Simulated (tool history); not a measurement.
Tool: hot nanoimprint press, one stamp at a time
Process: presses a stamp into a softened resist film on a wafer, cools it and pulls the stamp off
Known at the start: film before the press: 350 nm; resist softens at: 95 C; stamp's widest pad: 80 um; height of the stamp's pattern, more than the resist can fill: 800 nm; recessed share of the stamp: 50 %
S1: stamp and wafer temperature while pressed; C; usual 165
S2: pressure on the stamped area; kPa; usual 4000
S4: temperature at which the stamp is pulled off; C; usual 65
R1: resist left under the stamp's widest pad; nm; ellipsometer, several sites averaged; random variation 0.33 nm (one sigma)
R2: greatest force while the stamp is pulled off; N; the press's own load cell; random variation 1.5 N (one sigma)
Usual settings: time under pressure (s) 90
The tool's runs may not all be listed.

Run 1, day 0: usual settings. Result: R1 150.8 nm, R2 163 N.
Run 2, day 0.829: usual settings. Result: R1 150 nm, R2 164 N.
Run 3, day 1.254: usual settings but time under pressure (s) 47. Result: R1 187 nm, R2 162 N.
Run 4, day 2.067: usual settings but time under pressure (s) 47. Result: R1 187.1 nm, R2 161 N.
Run 5, day 2.554: usual settings. Result: R1 150.4 nm, R2 162 N.
Run 6, day 3.146: usual settings. Result: R1 150 nm, R2 163 N.
Run 7, day 3.579: usual settings. Result: R1 149.9 nm, R2 162 N.
Run 8, day 4.062: usual settings. Result: R1 149.3 nm, R2 159 N.
Run 9, day 4.65: usual settings. Result: R1 149.6 nm, R2 163 N.
Run 10, day 5.283: usual settings. Result: R1 149.1 nm, R2 162 N.
Run 11, day 5.758: usual settings. Result: R1 148.6 nm, R2 161 N.
Run 12, day 6.467: usual settings. Result: R1 149.9 nm, R2 160 N.
Run 13, day 7.067: usual settings. Result: R1 149.3 nm, R2 163 N.
At day 7.996: stamp cleaned and given a new release coat.
Run 14, day 8.162: usual settings but time under pressure (s) 50. Result: R1 181.3 nm, R2 161 N.
Run 15, day 8.825: usual settings. Result: R1 148.3 nm, R2 161 N.
Run 16, day 9.567: usual settings but S2 5590 kPa, time under pressure (s) 75. Result: R1 132.9 nm, R2 160 N.
Run 17, day 10.033: usual settings but S1 167 C, S2 6290 kPa. Result: R1 108.3 nm, R2 162 N.
Run 18, day 10.388: usual settings but S1 168 C, S2 3830 kPa, S4 52 C. Result: R1 136.9 nm, R2 176 N.
Run 19, day 11.167: usual settings but S1 170 C, S4 51 C. Result: R1 124.7 nm, R2 177 N.
Run 20, day 11.829: usual settings but S1 160 C, S2 3060 kPa. Result: R1 199.9 nm, R2 160 N.
Run 21, day 12.258: usual settings but S1 168 C, S2 4390 kPa. Result: R1 126.7 nm, R2 161 N.

Forecast run 22:
Run 22, day 12.688: usual settings but S1 168 C, S2 4390 kPa. Result: R1 ?, R2 ?.

Run 22 gave R1 126.5 nm, R2 162 N.
Without the tool's hidden state the same run would have given R1 128.6 nm, R2 162 N.
